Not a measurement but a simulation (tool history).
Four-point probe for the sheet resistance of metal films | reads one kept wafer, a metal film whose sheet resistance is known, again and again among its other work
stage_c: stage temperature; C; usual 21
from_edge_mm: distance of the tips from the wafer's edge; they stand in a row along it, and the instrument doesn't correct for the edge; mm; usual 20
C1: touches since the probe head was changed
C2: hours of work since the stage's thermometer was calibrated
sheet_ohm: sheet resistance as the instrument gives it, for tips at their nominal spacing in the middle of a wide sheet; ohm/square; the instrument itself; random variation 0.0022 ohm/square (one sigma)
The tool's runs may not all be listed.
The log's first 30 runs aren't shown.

{"run": 31, "hour": 614.0, "stage_c": 21, "from_edge_mm": 18, "C1": 37841, "C2": 1021, "sheet_ohm": 11.244838}
{"run": 32, "hour": 634.3, "stage_c": 31, "from_edge_mm": 20, "C1": 39077, "C2": 1035, "sheet_ohm": 11.283239}
{"run": 33, "hour": 656.0, "stage_c": 26, "from_edge_mm": 44, "C1": 40407, "C2": 1050, "sheet_ohm": 11.252586}
{"run": 34, "hour": 670.8, "stage_c": 23, "from_edge_mm": 28, "C1": 41309, "C2": 1061, "sheet_ohm": 11.240808}
{"run": 35, "hour": 696.6, "stage_c": 21, "from_edge_mm": 15, "C1": 42883, "C2": 1079, "sheet_ohm": 11.251551}
{"run": 36, "hour": 717.5, "stage_c": 21, "from_edge_mm": 15, "C1": 44156, "C2": 1093, "sheet_ohm": 11.251163}
{"run": 37, "hour": 742.4, "stage_c": 21, "from_edge_mm": 15, "C1": 45680, "C2": 1111, "sheet_ohm": 11.255433}
{"run": 38, "hour": 770.1, "stage_c": 24, "from_edge_mm": 57, "C1": 47368, "C2": 1130, "sheet_ohm": 11.246229}
{"run": 39, "hour": 797.7, "stage_c": 24, "from_edge_mm": 57, "C1": 49052, "C2": 1149, "sheet_ohm": 11.244625}
{"run": 40, "hour": 819.1, "stage_c": 24, "from_edge_mm": 57, "C1": 50356, "C2": 1164, "sheet_ohm": 11.2466}
{"run": 41, "hour": 840.9, "stage_c": 18, "from_edge_mm": 5, "C1": 51689, "C2": 1180, "sheet_ohm": 11.45734}
{"run": 42, "hour": 861.0, "stage_c": 30, "from_edge_mm": 51, "C1": 52913, "C2": 1194, "sheet_ohm": 11.276642}
{"run": 43, "hour": 874.4, "stage_c": 30, "from_edge_mm": 51, "C1": 53734, "C2": 1203, "sheet_ohm": 11.276632}
{"run": 44, "hour": 901.4, "stage_c": 29, "from_edge_mm": 10, "C1": 55381, "C2": 1222, "sheet_ohm": 11.333224}

Forecast each of these 4 alternatives for the next run:
{"run": "A", "hour": 915.8, "stage_c": 22, "from_edge_mm": 5, "C1": 56260, "C2": 1232, "sheet_ohm": "?"}
{"run": "B", "hour": 915.8, "stage_c": 22, "from_edge_mm": 4, "C1": 56260, "C2": 1232, "sheet_ohm": "?"}
{"run": "C", "hour": 915.8, "stage_c": 23, "from_edge_mm": 28, "C1": 56260, "C2": 1232, "sheet_ohm": "?"}
{"run": "D", "hour": 915.8, "stage_c": 19, "from_edge_mm": 10, "C1": 56260, "C2": 1232, "sheet_ohm": "?"}

run=A sheet_ohm=11.475385
run=B sheet_ohm=11.610732
run=C sheet_ohm=11.251071
run=D sheet_ohm=11.291022
Without the tool's hidden state the same runs would have given:
run=A sheet_ohm=11.443571
run=B sheet_ohm=11.578564
run=C sheet_ohm=11.219874
run=D sheet_ohm=11.259594
